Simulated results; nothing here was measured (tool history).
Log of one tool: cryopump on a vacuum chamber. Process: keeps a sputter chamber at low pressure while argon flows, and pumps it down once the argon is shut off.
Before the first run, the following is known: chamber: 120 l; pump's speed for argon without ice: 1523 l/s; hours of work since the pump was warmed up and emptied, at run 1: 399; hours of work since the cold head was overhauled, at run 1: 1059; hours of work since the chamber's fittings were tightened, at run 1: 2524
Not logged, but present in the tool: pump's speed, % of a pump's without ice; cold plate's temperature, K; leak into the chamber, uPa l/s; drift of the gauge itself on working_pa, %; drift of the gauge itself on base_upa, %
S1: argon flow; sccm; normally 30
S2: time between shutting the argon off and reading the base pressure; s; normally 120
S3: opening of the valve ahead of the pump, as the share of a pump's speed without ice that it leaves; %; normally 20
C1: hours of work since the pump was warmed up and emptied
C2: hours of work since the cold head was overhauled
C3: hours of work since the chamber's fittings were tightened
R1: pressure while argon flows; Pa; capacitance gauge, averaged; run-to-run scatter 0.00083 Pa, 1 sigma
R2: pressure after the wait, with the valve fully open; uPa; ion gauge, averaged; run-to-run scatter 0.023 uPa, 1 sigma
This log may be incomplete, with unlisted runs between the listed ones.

{"run": 1, "hour": 0.0, "S1": 30, "S2": 120, "S3": 20, "C1": 399, "C2": 1059, "C3": 2524, "R1": 0.1709, "R2": 2.58}
{"run": 2, "hour": 56.2, "S1": 30, "S2": 120, "S3": 20, "C1": 435, "C2": 1095, "C3": 2560, "R1": 0.1705, "R2": 2.64}
{"run": 3, "hour": 102.2, "S1": 23, "S2": 120, "S3": 20, "C1": 465, "C2": 1125, "C3": 2589, "R1": 0.1331, "R2": 2.82}
{"run": 4, "hour": 149.0, "S1": 23, "S2": 120, "S3": 20, "C1": 495, "C2": 1155, "C3": 2619, "R1": 0.1325, "R2": 2.72}
{"run": 5, "hour": 179.6, "S1": 23, "S2": 120, "S3": 20, "C1": 514, "C2": 1174, "C3": 2639, "R1": 0.1317, "R2": 2.82}
{"run": 6, "hour": 221.3, "S1": 23, "S2": 120, "S3": 20, "C1": 541, "C2": 1201, "C3": 2666, "R1": 0.1327, "R2": 2.8}
{"run": 7, "hour": 277.0, "S1": 23, "S2": 120, "S3": 20, "C1": 577, "C2": 1237, "C3": 2701, "R1": 0.1346, "R2": 2.87}
{"hour": 332.4, "done": "pump warmed up, emptied and cooled again"}
{"run": 8, "hour": 338.6, "S1": 23, "S2": 120, "S3": 20, "C1": 4, "C2": 1273, "C3": 2738, "R1": 0.128, "R2": 2.54}
{"run": 9, "hour": 370.8, "S1": 30, "S2": 39, "S3": 20, "C1": 25, "C2": 1294, "C3": 2758, "R1": 0.1667, "R2": 3.66}
{"run": 10, "hour": 417.2, "S1": 30, "S2": 39, "S3": 20, "C1": 54, "C2": 1324, "C3": 2788, "R1": 0.1679, "R2": 3.67}
{"run": 11, "hour": 472.2, "S1": 30, "S2": 39, "S3": 20, "C1": 90, "C2": 1359, "C3": 2823, "R1": 0.168, "R2": 3.68}
{"run": 12, "hour": 499.8, "S1": 30, "S2": 120, "S3": 20, "C1": 107, "C2": 1377, "C3": 2841, "R1": 0.1685, "R2": 2.57}
{"run": 13, "hour": 541.0, "S1": 30, "S2": 120, "S3": 20, "C1": 134, "C2": 1403, "C3": 2868, "R1": 0.1681, "R2": 2.69}
{"run": 14, "hour": 596.8, "S1": 30, "S2": 120, "S3": 20, "C1": 170, "C2": 1439, "C3": 2903, "R1": 0.1678, "R2": 2.73}
{"run": 15, "hour": 645.7, "S1": 21, "S2": 120, "S3": 20, "C1": 201, "C2": 1470, "C3": 2935, "R1": 0.1174, "R2": 2.78}
{"run": 16, "hour": 686.9, "S1": 21, "S2": 120, "S3": 20, "C1": 227, "C2": 1496, "C3": 2961, "R1": 0.1178, "R2": 2.9}
{"run": 17, "hour": 737.4, "S1": 30, "S2": 120, "S3": 20, "C1": 260, "C2": 1529, "C3": 2993, "R1": 0.1697, "R2": 2.86}
{"run": 18, "hour": 771.8, "S1": 30, "S2": 120, "S3": 20, "C1": 282, "C2": 1551, "C3": 3016, "R1": 0.1704, "R2": 2.78}
{"run": 19, "hour": 799.5, "S1": 32, "S2": 105, "S3": 25, "C1": 299, "C2": 1569, "C3": 3033, "R1": 0.1463, "R2": 3.05}
{"run": 20, "hour": 835.5, "S1": 32, "S2": 105, "S3": 25, "C1": 323, "C2": 1592, "C3": 3056, "R1": 0.1463, "R2": 2.94}
{"run": 21, "hour": 871.0, "S1": 45, "S2": 258, "S3": 20, "C1": 345, "C2": 1615, "C3": 3079, "R1": 0.2575, "R2": 2.75}
{"run": 22, "hour": 902.5, "S1": 20, "S2": 37, "S3": 39, "C1": 366, "C2": 1635, "C3": 3099, "R1": 0.0589, "R2": 4.17}
{"run": 23, "hour": 935.6, "S1": 47, "S2": 37, "S3": 19, "C1": 387, "C2": 1656, "C3": 3121, "R1": 0.2818, "R2": 4.21}
{"run": 24, "hour": 964.2, "S1": 55, "S2": 37, "S3": 19, "C1": 405, "C2": 1674, "C3": 3139, "R1": 0.3297, "R2": 4.36}
{"run": 25, "hour": 988.7, "S1": 15, "S2": 69, "S3": 48, "C1": 421, "C2": 1690, "C3": 3155, "R1": 0.0356, "R2": 3.39}
{"run": 26, "hour": 1036.1, "S1": 18, "S2": 121, "S3": 32, "C1": 451, "C2": 1720, "C3": 3185, "R1": 0.0658, "R2": 3.24}
{"run": 27, "hour": 1064.5, "S1": 39, "S2": 121, "S3": 32, "C1": 469, "C2": 1739, "C3": 3203, "R1": 0.1432, "R2": 3.21}
{"run": 28, "hour": 1114.6, "S1": 39, "S2": 121, "S3": 32, "C1": 502, "C2": 1771, "C3": 3235, "R1": 0.143, "R2": 3.21}
{"run": 29, "hour": 1171.9, "S1": 14, "S2": 121, "S3": 16, "C1": 538, "C2": 1808, "C3": 3272, "R1": 0.0997, "R2": 3.28}
{"run": 30, "hour": 1211.0, "S1": 14, "S2": 121, "S3": 16, "C1": 563, "C2": 1833, "C3": 3297, "R1": 0.1013, "R2": 3.44}
{"run": 31, "hour": 1235.4, "S1": 18, "S2": 28, "S3": 16, "C1": 579, "C2": 1848, "C3": 3313, "R1": 0.1294, "R2": 5.07}

Run 32 has not been measured yet. What should we expect?
{"hour": 1286.1, "done": "pump warmed up, emptied and cooled again"}
{"run": 32, "hour": 1300.3, "S1": 28, "S2": 73, "S3": 28, "C1": 9, "C2": 1887, "C3": 3351, "R1": "?", "R2": "?"}

R1: 0.1119 Pa
R2: 3.31 uPa
Take away the tool's hidden state, keep the run-to-run variation as it was, and the same run would have given R1 0.111 Pa, R2 1.04 uPa.

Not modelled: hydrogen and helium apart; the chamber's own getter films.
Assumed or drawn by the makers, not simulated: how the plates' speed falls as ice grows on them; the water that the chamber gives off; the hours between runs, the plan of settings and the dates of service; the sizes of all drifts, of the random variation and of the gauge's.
